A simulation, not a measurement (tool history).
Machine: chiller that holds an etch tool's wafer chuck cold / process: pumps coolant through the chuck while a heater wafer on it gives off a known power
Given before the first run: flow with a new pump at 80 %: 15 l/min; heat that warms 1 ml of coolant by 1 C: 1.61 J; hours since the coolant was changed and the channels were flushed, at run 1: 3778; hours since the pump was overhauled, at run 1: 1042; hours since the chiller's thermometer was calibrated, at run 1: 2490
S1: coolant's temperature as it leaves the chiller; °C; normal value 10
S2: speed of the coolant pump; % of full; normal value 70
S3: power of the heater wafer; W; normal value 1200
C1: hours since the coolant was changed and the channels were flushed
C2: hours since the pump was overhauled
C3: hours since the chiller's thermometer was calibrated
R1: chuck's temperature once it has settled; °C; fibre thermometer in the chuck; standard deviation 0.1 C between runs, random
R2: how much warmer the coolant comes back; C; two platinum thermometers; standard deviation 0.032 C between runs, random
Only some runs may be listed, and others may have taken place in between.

Run 1, hour 0: usual settings; C1 3778; C2 1042; C3 2490. Result: R1 21.9 °C, R2 3.54 C.
Run 2, hour 98.6: usual settings but S2 69 % of full; C1 3876; C2 1141; C3 2589. Result: R1 22.2 °C, R2 3.54 C.
Run 3, hour 152.1: usual settings but S2 69 % of full; C1 3930; C2 1194; C3 2643. Result: R1 22.1 °C, R2 3.56 C.
Run 4, hour 233.7: usual settings but S2 69 % of full; C1 4011; C2 1276; C3 2724. Result: R1 22.3 °C, R2 3.58 C.
Run 5, hour 292.3: usual settings but S2 69 % of full; C1 4070; C2 1335; C3 2783. Result: R1 22.1 °C, R2 3.53 C.
Run 6, hour 389.9: usual settings; C1 4168; C2 1432; C3 2880. Result: R1 22.2 °C, R2 3.46 C.
Run 7, hour 487.8: usual settings; C1 4266; C2 1530; C3 2978. Result: R1 21.9 °C, R2 3.45 C.
Run 8, hour 568.5: usual settings but S3 936 W; C1 4346; C2 1611; C3 3059. Result: R1 19.2 °C, R2 2.75 C.
Run 9, hour 659.7: usual settings but S3 936 W; C1 4437; C2 1702; C3 3150. Result: R1 19.4 °C, R2 2.73 C.
Run 10, hour 748.1: usual settings but S3 936 W; C1 4526; C2 1790; C3 3239. Result: R1 19.4 °C, R2 2.75 C.
Run 11, hour 813.7: usual settings but S3 936 W; C1 4591; C2 1856; C3 3304. Result: R1 19.5 °C, R2 2.75 C.
Run 12, hour 910.8: usual settings but S3 936 W; C1 4689; C2 1953; C3 3401. Result: R1 19.4 °C, R2 2.76 C.
Run 13, hour 985: usual settings but S3 936 W; C1 4763; C2 2027; C3 3475. Result: R1 19.6 °C, R2 2.77 C.
Run 14, hour 1029.2: usual settings but S3 936 W; C1 4807; C2 2071; C3 3520. Result: R1 19.5 °C, R2 2.74 C.
Run 15, hour 1119.6: usual settings but S1 7 °C, S3 936 W; C1 4897; C2 2162; C3 3610. Result: R1 16.2 °C, R2 2.78 C.
Run 16, hour 1161.8: usual settings; C1 4940; C2 2204; C3 3652. Result: R1 22.3 °C, R2 3.53 C.
Run 17, hour 1227.5: usual settings but S1 5 °C; C1 5005; C2 2270; C3 3718. Result: R1 17.1 °C, R2 3.53 C.
Run 18, hour 1304.2: usual settings but S1 12 °C, S2 65 % of full; C1 5082; C2 2346; C3 3795. Result: R1 25 °C, R2 3.87 C.
Run 19, hour 1364.2: usual settings but S1 2 °C, S2 73 % of full, S3 834 W; C1 5142; C2 2406; C3 3855. Result: R1 10.3 °C, R2 2.4 C.
Run 20, hour 1412.2: usual settings but S1 2 °C, S2 73 % of full, S3 1766 W; C1 5190; C2 2454; C3 3903. Result: R1 19.5 °C, R2 4.95 C.
Run 21, hour 1456.8: usual settings but S1 12 °C, S2 73 % of full, S3 1766 W; C1 5235; C2 2499; C3 3947. Result: R1 29.7 °C, R2 4.96 C.
Run 22, hour 1533.1: usual settings but S1 12 °C, S2 73 % of full, S3 1766 W; C1 5311; C2 2575; C3 4024. Result: R1 29.7 °C, R2 5.01 C.
Run 23, hour 1616.5: usual settings but S1 11 °C, S2 89 % of full, S3 719 W; C1 5394; C2 2659; C3 4107. Result: R1 16.8 °C, R2 1.66 C.
Run 24, hour 1670.2: usual settings but S1 1 °C, S3 1176 W; C1 5448; C2 2712; C3 4161. Result: R1 13.1 °C, R2 3.48 C.
Run 25, hour 1752.3: usual settings but S1 4 °C, S2 69 % of full; C1 5530; C2 2795; C3 4243. Result: R1 16.4 °C, R2 3.55 C.
Run 26, hour 1836.6: usual settings but S1 4 °C, S2 69 % of full; C1 5614; C2 2879; C3 4327. Result: R1 16.4 °C, R2 3.58 C.
Run 27, hour 1904.3: usual settings but S1 2 °C, S2 84 % of full, S3 1757 W; C1 5682; C2 2946; C3 4395. Result: R1 17.6 °C, R2 4.3 C.
Run 28, hour 1983.1: usual settings but S1 12 °C, S3 1187 W; C1 5761; C2 3025; C3 4474. Result: R1 24.2 °C, R2 3.53 C.
Run 29, hour 2064: usual settings but S2 81 % of full, S3 1651 W; C1 5842; C2 3106; C3 4554. Result: R1 25.3 °C, R2 4.09 C.
Run 30, hour 2116.9: usual settings but S1 2 °C, S2 96 % of full, S3 1503 W; C1 5895; C2 3159; C3 4607. Result: R1 14 °C, R2 3.11 C.
Run 31, hour 2186.9: usual settings but S1 2 °C, S2 96 % of full, S3 1503 W; C1 5965; C2 3229; C3 4677. Result: R1 14.1 °C, R2 3.12 C.

Some steps in R1, run to run, broken into two amounts with sign: the step expected even without the hidden condition (settings, incoming material, random variation), and the rest, left for the hidden condition together with whatever gauge scatter is not in both the measured and the hidden-condition-free result:
Unlogged tool condition in this case: heat passed by the chuck's channels, % of clean ones'; flow at a given pump speed, % of a new pump's; coolant's true temperature over the reading, C; drift of the gauge itself on chuck_c, C; drift of the gauge itself on warmer_back_c, C.
Run 18 -> 19: S1 12 -> 2, S2 65 -> 73, S3 1200 -> 834. R1 -14.7 °C: hidden state -0.5, all else -14.2.
Run 19 -> 20: S3 834 -> 1766. R1 +9.2 °C: hidden state +1, all else +8.2.
Run 22 -> 23: S1 12 -> 11, S2 73 -> 89, S3 1766 -> 719. R1 -12.9 °C: hidden state -1.2, all else -11.7.
Run 23 -> 24: S1 11 -> 1, S2 89 -> 70, S3 719 -> 1176. R1 -3.7 °C: hidden state +0.7, all else -4.4.
Run 29 -> 30: S1 10 -> 2, S2 81 -> 96, S3 1651 -> 1503. R1 -11.3 °C: hidden state -0.3, all else -11.
